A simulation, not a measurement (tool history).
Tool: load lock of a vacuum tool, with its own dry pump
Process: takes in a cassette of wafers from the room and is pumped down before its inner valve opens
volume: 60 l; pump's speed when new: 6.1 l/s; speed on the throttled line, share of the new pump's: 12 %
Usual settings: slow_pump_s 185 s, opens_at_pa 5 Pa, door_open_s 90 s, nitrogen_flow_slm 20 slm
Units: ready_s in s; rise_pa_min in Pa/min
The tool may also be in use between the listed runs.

run    hour  slow_pump_s  opens_at_pa  door_open_s  nitrogen_flow_slm  incoming humidity of the room's air, %  ready_s  rise_pa_min
  1     0.0          185            5           90                 20                                    47.8    275.1        0.115
  2   151.0          185            5           90                 20                                    43.4    274.7        0.116
  3   302.5          185            5           90                 19                                    46.1    276.0        0.123
  4   410.0          185            5           90                 20                                    43.1    272.4        0.122
  5   573.2          185            5           90                 20                                    43.6    270.3        0.124
  6   685.1          185            5           90                 20                                    45.0    273.0        0.128
  7   849.9          185            5           90                 20                                    44.0    274.1        0.130
  8   982.5          185            5           90                 20                                    46.9    274.8        0.136
  9  1165.3          185            5           90                 20                                    46.7    273.2        0.147
 10  1317.5          185            5           90                 20                                    46.9    279.4        0.144
 11  1431.3          233            5           90                 20                                    45.8    315.0        0.147
 12  1569.6          233            5           90                 20                                    43.2    318.5        0.147
 13  1677.5          233            5           56                 20                                    46.4    313.6        0.150
 14  1864.7          185            5           90                 20                                    46.0    274.6        0.156
 15  1970.3          185            5           90                 20                                    46.1    278.0        0.163
 16  2061.6          185            5           90                 20                                    45.2    276.3        0.160
 17  2170.1          185            5           90                 20                                    41.9    275.8        0.164
 18  2277.7          185            5           90                 20                                    45.0    275.4        0.166
 19  2404.3          185            5           90                 20                                    45.5    281.8        0.170
 20  2551.8          185            5           90                 20                                    49.2    275.0        0.173
 21  2739.8          185            5           90                 20                                    46.7    277.2        0.175
 22  2882.1          185            5           90                 20                                    47.1    277.6        0.184
 23  3067.3          191            5           90                 20                                    39.7    283.2        0.178
 24  3197.0          244            5           90                 14                                    44.9    328.7        0.190
     3240.6  -- dry pump taken out, an overhauled one fitted
 25  3312.6          318            6          118                 14                                    43.2    375.6        0.203
 26  3475.4          231            5           52                  6                                    47.2    304.3        0.212
 27  3626.0          264            5          140                 20                                    50.1    331.0        0.208
 28  3706.3          264            5          140                 20                                    46.4    333.4        0.204
 29  3850.2          121            4           69                 35                                    46.0    211.0        0.191
 30  4016.8          192            4           69                 27                                    47.9    273.2        0.196
 31  4143.4          192            4          104                 27                                    46.2    270.9        0.205
 32  4300.2          192            4          104                 27                                    45.1    272.8        0.210
 33  4440.7          173            5          231                  8                                    43.9    254.4        0.261
 34  4604.6           92            7          231                  8                                    49.0    179.2        0.271
 35  4706.1           93            7           87                 20                                    46.8    179.0        0.231
 36  4843.2           93            9           87                 10                                    45.9    176.8        0.243
 37  4996.0          166           10           87                 10                                    44.5    244.3        0.246

Measured less the same run without the tool's hidden state. The same run-to-run variation is in both; the gauge's scatter may not be:
The hidden state here: pump's speed, % of a new pump's; leak at the door's seal, Pa l/s; drift of the gauge itself on ready_s, %; drift of the gauge itself on rise_pa_min, %.
run  ready_s  rise_pa_min
  1    +12.0       +0.078
  2    +12.2       +0.081
  3    +12.5       +0.084
  4    +12.5       +0.087
  5    +12.7       +0.089
  6    +12.9       +0.091
  7    +13.3       +0.095
  8    +13.5       +0.098
  9    +13.7       +0.102
 10    +14.4       +0.105
 11    +13.1       +0.106
 12    +13.6       +0.111
 13    +13.5       +0.112
 14    +15.0       +0.116
 15    +15.4       +0.120
 16    +15.7       +0.121
 17    +15.8       +0.124
 18    +16.0       +0.126
 19    +16.5       +0.129
 20    +16.4       +0.133
 21    +16.9       +0.135
 22    +17.2       +0.141
 23    +17.4       +0.145
 24    +16.0       +0.148
 25     +0.8       +0.151
 26     +1.4       +0.154
 27     +1.4       +0.161
 28     +1.6       +0.159
 29     +2.0       +0.163
 30     +2.3       +0.168
 31     +2.4       +0.171
 32     +2.7       +0.177
 33     +2.8       +0.181
 34     +3.3       +0.188
 35     +3.5       +0.187
 36     +3.4       +0.192
 37     +3.4       +0.197
